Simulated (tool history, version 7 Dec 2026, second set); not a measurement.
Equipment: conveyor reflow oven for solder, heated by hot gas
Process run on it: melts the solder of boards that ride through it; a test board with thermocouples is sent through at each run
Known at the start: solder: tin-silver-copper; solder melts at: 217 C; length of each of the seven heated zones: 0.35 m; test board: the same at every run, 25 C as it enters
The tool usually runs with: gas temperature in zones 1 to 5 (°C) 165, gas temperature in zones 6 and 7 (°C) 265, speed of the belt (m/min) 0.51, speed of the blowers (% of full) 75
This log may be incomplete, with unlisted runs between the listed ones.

run    hour  gas temperature in zones 1 to 5 (°C)  gas temperature in zones 6 and 7 (°C)  speed of the belt (m/min)  speed of the blowers (% of full)  highest temperature of the board (°C)  time above the solder's melting point (s)
  1       0                                   165                                    265                       0.51                                75                                  249.8                                       57.2
  2    26.4                                   165                                    265                       0.51                                75                                  248.8                                       57.1
  3    75.9                                   165                                    265                       0.51                                75                                  249.1                                       56.6
  4   120.7                                   165                                    265                       0.51                                75                                  248.5                                       55.9
  5   170.6                                   165                                    265                       0.51                                90                                  251.2                                       59.7
  6   222.4                                   174                                    265                       0.51                                75                                  250.2                                       60.2
  7   252.6                                   174                                    265                       0.51                                75                                  249.4                                       60.1
  8   294.4                                   165                                    265                       0.51                                75                                  248.1                                       55.2
  9   339.2                                   165                                    265                       0.51                                75                                  247.7                                       54.6
 10   381.1                                   165                                    265                       0.51                                75                                    247                                       55.2
 11   430.5                                   165                                    265                       0.51                                75                                    247                                       54.9
      473.6  -- flux residue cleaned out of gas plates and filters
 12   476.1                                   165                                    265                       0.51                                77                                  248.9                                       57.7
 13     513                                   165                                    265                       0.51                                75                                    249                                       56.9
 14   536.6                                   165                                    265                       0.51                                75                                  247.8                                       57.4
 15   576.1                                   165                                    265                       0.51                                75                                  248.3                                       56.4
 16   624.1                                   164                                    266                       0.51                                75                                  248.6                                       56.8
 17   664.5                                   164                                    266                       0.51                                75                                  248.8                                       56.5
        672  -- belt drive overhauled, speed set with a stopwatch
      693.7  -- thermocouples of zones 6 and 7 changed
 18   721.3                                   177                                    280                      0.558                                86                                  264.4                                       66.3
 19     746                                   165                                    257                      0.604                                75                                  236.2                                       35.5
 20   782.4                                   165                                    257                      0.604                                75                                  236.9                                       35.2
 21   805.7                                   165                                    257                      0.604                                75                                  236.6                                       35.2
 22     837                                   165                                    257                      0.604                                75                                  235.8                                         35
 23   882.3                                   175                                    265                      0.477                                63                                  249.4                                       66.2
 24   915.4                                   175                                    265                      0.477                                63                                  249.7                                       65.2
      928.9  -- belt drive overhauled, speed set with a stopwatch, once more
 25   943.8                                   165                                    265                      0.441                                75                                  251.9                                       69.1
 26   987.4                                   165                                    265                      0.441                                75                                  251.7                                       68.5
 27  1030.1                                   173                                    275                      0.582                                55                                  246.2                                       45.9
 28  1062.8                                   176                                    271                      0.509                                75                                  253.6                                       63.5
     1089.1  -- flux residue cleaned out of gas plates and filters
 29  1118.5                                   176                                    271                      0.509                                62                                  252.5                                       62.8

Forecast each of these 5 alternatives for the next run:
  A  1147.8                                   165                                    265                      0.567                                75                                      ?                                          ?
  B  1147.8                                   175                                    265                      0.542                                64                                      ?                                          ?
  C  1147.8                                   165                                    258                      0.511                                75                                      ?                                          ?
  D  1147.8                                   165                                    265                       0.51                                88                                      ?                                          ?
  E  1147.8                                   165                                    265                      0.421                                75                                      ?                                          ?

run  highest temperature of the board (°C)  time above the solder's melting point (s)
  A                                  244.9                                       46.8
  B                                  245.5                                       52.2
  C                                  243.1                                       50.5
  D                                  252.1                                       60.2
  E                                  253.3                                       75.2
With the hidden condition removed and each run's random variation left untouched, the same runs would have given:
run  highest temperature of the board (°C)  time above the solder's melting point (s)
  A                                  246.3                                       47.8
  B                                  246.8                                       53.1
  C                                  244.5                                       51.6
  D                                  253.5                                         61
  E                                  254.7                                       75.9
